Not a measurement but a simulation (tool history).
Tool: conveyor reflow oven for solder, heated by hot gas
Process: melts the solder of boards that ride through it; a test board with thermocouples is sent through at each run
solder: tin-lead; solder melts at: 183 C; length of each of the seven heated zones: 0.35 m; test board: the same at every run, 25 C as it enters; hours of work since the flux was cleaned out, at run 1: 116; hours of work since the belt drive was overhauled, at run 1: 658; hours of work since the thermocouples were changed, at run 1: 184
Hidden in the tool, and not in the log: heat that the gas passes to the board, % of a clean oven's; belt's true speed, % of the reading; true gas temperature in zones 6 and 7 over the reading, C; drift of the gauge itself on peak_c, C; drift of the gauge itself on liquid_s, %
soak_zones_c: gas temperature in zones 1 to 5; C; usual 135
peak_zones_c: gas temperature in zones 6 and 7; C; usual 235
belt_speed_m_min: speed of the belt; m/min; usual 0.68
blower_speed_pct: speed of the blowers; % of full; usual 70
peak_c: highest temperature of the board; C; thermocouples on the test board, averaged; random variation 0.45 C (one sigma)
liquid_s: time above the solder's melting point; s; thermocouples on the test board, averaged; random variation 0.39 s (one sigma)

run     day  soak_zones_c  peak_zones_c  belt_speed_m_min  blower_speed_pct  hours of work since the flux was cleaned out  hours of work since the belt drive was overhauled  hours of work since the thermocouples were changed  peak_c  liquid_s
  1       0           135           235              0.68                70                                           116                                                658                                                 184   215.8      43.7
  2   0.896           135           235              0.68                70                                           125                                                667                                                 193   215.9      44.4
  3   1.804           135           235              0.68                70                                           134                                                676                                                 203   215.3        45
  4   2.408           135           235              0.68                70                                           140                                                682                                                 209   214.9      44.1
  5   3.121           135           235              0.68                70                                           147                                                690                                                 216   215.6      43.6
  6   3.621           135           235              0.68                70                                           152                                                695                                                 221   214.8      43.7
  7   4.358           135           235              0.68                70                                           160                                                702                                                 228   214.9      43.7
  8   4.846           135           232              0.68                70                                           165                                                707                                                 233   212.5      42.1
  9   5.304           135           235              0.68                70                                           169                                                712                                                 238   213.9      43.8
 10   6.167           135           235              0.68                70                                           178                                                720                                                 247   215.1      44.1
 11   6.608           135           235              0.68                70                                           183                                                725                                                 251   215.3      43.9
 12   7.479           135           235              0.68                57                                           191                                                734                                                 260   210.8      40.8
 13   8.138           135           235              0.68                57                                           198                                                740                                                 267   210.8      40.8
 14   9.017           135           235              0.68                57                                           207                                                749                                                 275   211.2      40.8
 15   9.558           135           235              0.68                57                                           212                                                755                                                 281   211.2      40.8
 16  10.004           142           235              0.68                70                                           217                                                759                                                 285   215.4      46.8
 17    10.8           142           235              0.68                70                                           225                                                767                                                 294   215.1      46.7
 18    11.6           120           235             0.761                70                                           233                                                775                                                 302   206.1      29.6
 19  12.229           135           235              0.67                70                                           239                                                782                                                 308   214.3      44.7
 20  12.979           135           235              0.67                70                                           247                                                789                                                 316   214.9      44.3
 21  13.538           135           248             0.769                70                                           252                                                795                                                 321   220.3      41.6
 22  14.008           141           243             0.711                53                                           257                                                800                                                 326   215.3      43.8
 23  14.517           141           243             0.711                53                                           262                                                805                                                 331   215.4      42.8
 24  15.142           141           243             0.711                53                                           269                                                811                                                 337   215.3      43.2
 25  15.992           141           243             0.711                53                                           277                                                820                                                 346   215.8      43.3
 26  16.608           141           243             0.711                53                                           283                                                826                                                 352   215.1      43.6
 27   17.05           133           235             0.711                56                                           288                                                830                                                 357   207.8      35.7
 28  17.729           133           235             0.711                56                                           295                                                837                                                 363   207.8      35.3
 29  18.554           133           235             0.711                88                                           303                                                846                                                 372   215.7      42.2
 30      19           148           235             0.589                70                                           308                                                850                                                 376     220      60.3

4 ways to go on from here, each from the tool as it stands after run 30. What would each give?
  A  19.912           124           235             0.605                83                                           317                                                859                                                 386       ?         ?
  B  19.912           142           235             0.729                67                                           317                                                859                                                 386       ?         ?
  C  19.912           135           235              0.68                63                                           317                                                859                                                 386       ?         ?
  D  19.912           130           242             0.681                70                                           317                                                859                                                 386       ?         ?

run  peak_c  liquid_s
  A   217.9        50
  B   211.7      40.3
  C   211.9      41.6
  D   218.1      44.8
Without the tool's hidden state the same runs would have given:
run  peak_c  liquid_s
  A   220.5      50.9
  B   214.1      41.4
  C   214.3      42.7
  D   220.7      45.7
